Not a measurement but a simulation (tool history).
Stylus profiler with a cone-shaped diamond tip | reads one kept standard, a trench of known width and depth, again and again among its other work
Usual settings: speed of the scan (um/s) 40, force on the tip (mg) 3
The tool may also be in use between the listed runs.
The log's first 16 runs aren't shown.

run	hour	speed of the scan (um/s)	force on the tip (mg)	depth of the trench (nm)	width of the trench's floor (µm)
17	900.2	70	3	204.54	26.64
18	939.4	70	3	204.58	26.67
# hour 945.1: height scale calibrated on a step standard
19	992.6	21	1.3	202.72	26.87
20	1051.4	42	7	207.58	26.85
# hour 1075.4: height scale calibrated on a step standard, once more
21	1120.7	154	1.57	202.6	25.88
22	1161	70	1.94	203.2	26.5
23	1233.3	70	1.94	203.12	26.48
24	1303.8	70	1.94	203.16	26.5
25	1369.3	70	1.94	203.19	26.47
26	1411.5	21	1.69	202.94	26.78
27	1443.1	14	2.36	203.65	26.85
28	1494.5	18	3.77	204.99	26.81
29	1560.8	117	2.09	203.3	26.2
30	1606.6	64	8.37	208.31	26.68
31	1637.6	88	5.13	205.75	26.57
32	1689	13	3.85	205.1	26.84
33	1756.1	13	3.85	205.18	26.84
34	1807.8	12	1.8	203.11	26.79
35	1854.2	12	1.8	203.32	26.79

Forecast each of these 5 alternatives for the next run:
A	1886.6	31	1.6	?	?
B	1886.6	16	1.07	?	?
C	1886.6	145	8.87	?	?
D	1886.6	157	1.89	?	?
E	1886.6	139	4.56	?	?

run	depth of the trench (nm)	width of the trench's floor (µm)
A	203.01	26.62
B	202.6	26.64
C	208.73	26.42
D	203.31	25.79
E	205.8	26.25
Without the tool's hidden state the same runs would have given:
run	depth of the trench (nm)	width of the trench's floor (µm)
A	202.54	26.99
B	202.13	27.01
C	208.25	26.79
D	202.84	26.16
E	205.33	26.62

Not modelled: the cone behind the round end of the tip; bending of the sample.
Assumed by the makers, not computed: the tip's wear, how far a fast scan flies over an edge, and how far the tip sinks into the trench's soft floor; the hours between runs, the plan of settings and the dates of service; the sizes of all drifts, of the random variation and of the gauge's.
